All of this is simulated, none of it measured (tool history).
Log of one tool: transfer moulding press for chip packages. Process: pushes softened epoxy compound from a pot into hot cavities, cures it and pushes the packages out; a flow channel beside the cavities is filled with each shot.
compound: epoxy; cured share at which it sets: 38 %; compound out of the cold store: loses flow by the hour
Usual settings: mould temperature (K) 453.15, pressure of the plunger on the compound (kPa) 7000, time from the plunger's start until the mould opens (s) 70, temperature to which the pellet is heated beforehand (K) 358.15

run	hour	mould temperature (K)	pressure of the plunger on the compound (kPa)	time from the plunger's start until the mould opens (s)	temperature to which the pellet is heated beforehand (K)	incoming compound's hours out of the cold store	length that the compound runs in the flow channel (mm)	greatest force on the pins that push the packages out (N)
1	0	453.15	7000	70	358.15	40	713	301
# hour 25.8: cavities cleaned with cleaning compound and waxed
# hour 63.5: cavities cleaned with cleaning compound and waxed
2	83.8	453.15	7000	70	358.15	13.5	806	333
# hour 93.4: mould's thermocouples calibrated
# hour 102.3: cavities cleaned with cleaning compound and waxed
# hour 140.4: cavities cleaned with cleaning compound and waxed
3	157.2	453.15	7000	70	358.15	33.6	742	315
# hour 181.5: cavities cleaned with cleaning compound and waxed
4	210.2	453.15	7000	70	358.15	31.6	741	315
# hour 221.7: cavities cleaned with cleaning compound and waxed
# hour 229.4: plunger's sealing rings changed
# hour 268: cavities cleaned with cleaning compound and waxed
5	293	453.15	7000	70	358.15	29.1	761	309
# hour 305.6: cavities cleaned with cleaning compound and waxed
# hour 343.2: cavities cleaned with cleaning compound and waxed
6	343.2	453.15	7000	70	358.15	46	693	302
# hour 380.8: cavities cleaned with cleaning compound and waxed
7	389.6	453.15	7740	70	358.15	16.6	834	319
# hour 420.5: cavities cleaned with cleaning compound and waxed
8	438.2	453.15	7000	70	358.15	9.2	823	321
# hour 458.2: cavities cleaned with cleaning compound and waxed
9	477.3	453.15	7000	70	358.15	38.8	720	317
# hour 497.5: cavities cleaned with cleaning compound and waxed
# hour 522.3: plunger's sealing rings changed
10	522.3	453.15	7000	70	358.15	44.8	693	309
# hour 537.1: cavities cleaned with cleaning compound and waxed
# hour 575: cavities cleaned with cleaning compound and waxed
11	593.6	453.15	7000	70	358.15	37.2	719	320
# hour 614.9: cavities cleaned with cleaning compound and waxed
# hour 654.4: cavities cleaned with cleaning compound and waxed
12	682	453.15	7000	70	367.15	27.2	758	326
# hour 691.4: cavities cleaned with cleaning compound and waxed
# hour 729.9: cavities cleaned with cleaning compound and waxed
13	729.9	453.15	7000	70	351.15	46.1	695	322
# hour 766.7: cavities cleaned with cleaning compound and waxed
# hour 803.6: cavities cleaned with cleaning compound and waxed
14	806.6	453.15	7000	70	351.15	25.8	757	320
# hour 819.9: plunger's sealing rings changed
# hour 845.6: cavities cleaned with cleaning compound and waxed
15	845.6	459.15	8030	70	358.15	14.4	844	286
# hour 888: cavities cleaned with cleaning compound and waxed
16	915.8	457.15	8030	70	359.15	9.3	871	298
# hour 929: cavities cleaned with cleaning compound and waxed
# hour 968.4: cavities cleaned with cleaning compound and waxed
17	1001.9	457.15	8030	70	359.15	8.8	882	292
# hour 1010.1: cavities cleaned with cleaning compound and waxed
# hour 1049: cavities cleaned with cleaning compound and waxed
18	1074.4	457.15	8030	70	359.15	17.8	827	294
# hour 1087.9: cavities cleaned with cleaning compound and waxed
# hour 1113.3: plunger's sealing rings changed
# hour 1129.2: cavities cleaned with cleaning compound and waxed
19	1132.6	457.15	8030	70	359.15	18.3	818	292
# hour 1168: cavities cleaned with cleaning compound and waxed
# hour 1206.1: cavities cleaned with cleaning compound and waxed
20	1208.8	453.15	7000	70	357.15	37.4	718	305
# hour 1249.6: cavities cleaned with cleaning compound and waxed
# hour 1290.7: cavities cleaned with cleaning compound and waxed
21	1292.3	454.15	5360	90	357.15	13.8	699	281
# hour 1330.2: cavities cleaned with cleaning compound and waxed
22	1330.2	454.15	5360	61	357.15	21.6	683	362
# hour 1349.5: mould's thermocouples calibrated
# hour 1371.9: cavities cleaned with cleaning compound and waxed
23	1401.9	454.15	5360	61	357.15	29.5	650	367
# hour 1411.1: plunger's sealing rings changed
# hour 1412.6: cavities cleaned with cleaning compound and waxed
# hour 1451.3: cavities cleaned with cleaning compound and waxed
24	1462.5	454.15	5360	61	355.15	36.8	632	357
# hour 1488.9: cavities cleaned with cleaning compound and waxed
# hour 1530.9: cavities cleaned with cleaning compound and waxed
25	1549.7	453.15	5220	70	357.15	41.2	610	314

3 ways to go on from here, each from the tool as it stands after run 25. What would each give?
# hour 1572.5: cavities cleaned with cleaning compound and waxed
# hour 1610.5: cavities cleaned with cleaning compound and waxed
A	1624.1	460.15	7000	73	358.15	13.3	?	?
# hour 1572.5: cavities cleaned with cleaning compound and waxed
# hour 1610.5: cavities cleaned with cleaning compound and waxed
B	1624.1	446.15	7590	109	358.15	45.8	?	?
# hour 1572.5: cavities cleaned with cleaning compound and waxed
# hour 1610.5: cavities cleaned with cleaning compound and waxed
C	1624.1	453.15	5220	70	349.15	17.4	?	?

run	length that the compound runs in the flow channel (mm)	greatest force on the pins that push the packages out (N)
A	792	282
B	735	290
C	686	328
Without the tool's hidden state the same runs would have given:
run	length that the compound runs in the flow channel (mm)	greatest force on the pins that push the packages out (N)
A	793	281
B	736	288
C	687	327

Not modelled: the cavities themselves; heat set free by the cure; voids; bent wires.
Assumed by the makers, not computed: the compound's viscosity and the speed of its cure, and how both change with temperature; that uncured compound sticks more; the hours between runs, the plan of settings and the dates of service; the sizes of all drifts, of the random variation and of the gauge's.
